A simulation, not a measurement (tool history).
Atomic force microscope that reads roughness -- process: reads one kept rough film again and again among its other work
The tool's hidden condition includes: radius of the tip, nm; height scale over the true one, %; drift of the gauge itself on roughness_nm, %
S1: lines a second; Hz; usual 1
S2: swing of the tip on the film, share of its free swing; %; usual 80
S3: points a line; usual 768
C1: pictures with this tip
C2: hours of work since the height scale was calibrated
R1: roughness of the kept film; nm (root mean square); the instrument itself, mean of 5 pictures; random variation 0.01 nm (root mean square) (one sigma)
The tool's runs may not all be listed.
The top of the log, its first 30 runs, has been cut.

| run | hour | S1 | S2 | S3 | C1 | C2 | R1 |
|---|---|---|---|---|---|---|---|
| 31 | 642.3 | 0.8 | 80 | 768 | 129 | 888 | 2.307 |
| 32 | 669 | 3.13 | 65 | 768 | 183 | 909 | 2.259 |
|  | 676.5 | new tip fitted |
| 33 | 700.6 | 0.76 | 72 | 302 | 49 | 933 | 2.28 |
| 34 | 727.9 | 0.96 | 62 | 322 | 104 | 954 | 2.282 |
| 35 | 750.6 | 0.96 | 62 | 322 | 150 | 971 | 2.27 |
| 36 | 766.1 | 2 | 62 | 775 | 181 | 983 | 2.306 |
|  | 772.2 | new tip fitted |
| 37 | 790.2 | 2 | 62 | 775 | 36 | 1001 | 2.302 |
| 38 | 809 | 2 | 62 | 775 | 74 | 1015 | 2.3 |
| 39 | 835.1 | 0.65 | 80 | 768 | 127 | 1035 | 2.302 |
| 40 | 853.8 | 3.6 | 67 | 375 | 165 | 1050 | 2.207 |
|  | 869.2 | new tip fitted |
| 41 | 871.3 | 0.6 | 67 | 974 | 4 | 1063 | 2.341 |
| 42 | 903.4 | 3.31 | 82 | 854 | 69 | 1087 | 2.117 |
| 43 | 926.9 | 2.13 | 57 | 730 | 117 | 1105 | 2.309 |
| 44 | 949.9 | 2.13 | 57 | 730 | 163 | 1123 | 2.318 |
|  | 965.6 | new tip fitted |
| 45 | 980.4 | 1.52 | 61 | 768 | 30 | 1146 | 2.309 |
| 46 | 1003.9 | 1 | 69 | 345 | 77 | 1164 | 2.291 |
| 47 | 1036 | 1 | 90 | 768 | 142 | 1188 | 2.251 |

What will run 48 give?
| 48 | 1057.8 | 1 | 78 | 828 | 186 | 1205 | ? |

R1: 2.288 nm (root mean square)
If the tool had no hidden condition, the same run with the same run-to-run variation would have returned R1 2.298 nm (root mean square).

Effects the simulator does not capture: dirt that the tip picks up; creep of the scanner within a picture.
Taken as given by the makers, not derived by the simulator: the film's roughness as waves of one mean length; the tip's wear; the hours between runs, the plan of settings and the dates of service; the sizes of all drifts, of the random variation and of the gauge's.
